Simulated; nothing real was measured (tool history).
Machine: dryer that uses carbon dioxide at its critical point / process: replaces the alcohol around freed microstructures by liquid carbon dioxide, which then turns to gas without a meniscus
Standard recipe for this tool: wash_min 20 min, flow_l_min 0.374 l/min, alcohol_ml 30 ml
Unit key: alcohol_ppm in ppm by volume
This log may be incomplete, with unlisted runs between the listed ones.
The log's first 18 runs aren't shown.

Run 19, hour 161.7: usual settings. Result: alcohol_ppm 93 ppm by volume.
Run 20, hour 173.2: usual settings. Result: alcohol_ppm 90 ppm by volume.
Run 21, hour 178.9: usual settings. Result: alcohol_ppm 89 ppm by volume.
Run 22, hour 191.4: usual settings. Result: alcohol_ppm 97 ppm by volume.
Run 23, hour 199.3: usual settings but wash_min 14 min. Result: alcohol_ppm 285 ppm by volume.
Run 24, hour 209.4: usual settings but wash_min 26 min, flow_l_min 0.479 l/min, alcohol_ml 29 ml. Result: alcohol_ppm 71 ppm by volume.
Run 25, hour 220.9: usual settings but wash_min 28 min, flow_l_min 0.284 l/min, alcohol_ml 51 ml. Result: alcohol_ppm 112 ppm by volume.
Run 26, hour 226.9: usual settings but wash_min 19 min. Result: alcohol_ppm 114 ppm by volume.
Run 27, hour 240.4: usual settings but wash_min 13 min, flow_l_min 0.365 l/min, alcohol_ml 107 ml. Result: alcohol_ppm 1403 ppm by volume.
Run 28, hour 249.3: usual settings but alcohol_ml 39 ml. Result: alcohol_ppm 109 ppm by volume.
Run 29, hour 260.5: usual settings but alcohol_ml 39 ml. Result: alcohol_ppm 123 ppm by volume.
Run 30, hour 268.3: usual settings but wash_min 19 min, alcohol_ml 39 ml. Result: alcohol_ppm 130 ppm by volume.

What does the tool deliver on the next run?
Run 31, hour 279.9: usual settings but wash_min 13 min, flow_l_min 0.264 l/min, alcohol_ml 61 ml. Result: alcohol_ppm ?.

{"run 31": {"alcohol_ppm": 3061}}
Minus the tool's unlogged condition, the same run would have read alcohol_ppm 2438 ppm by volume.
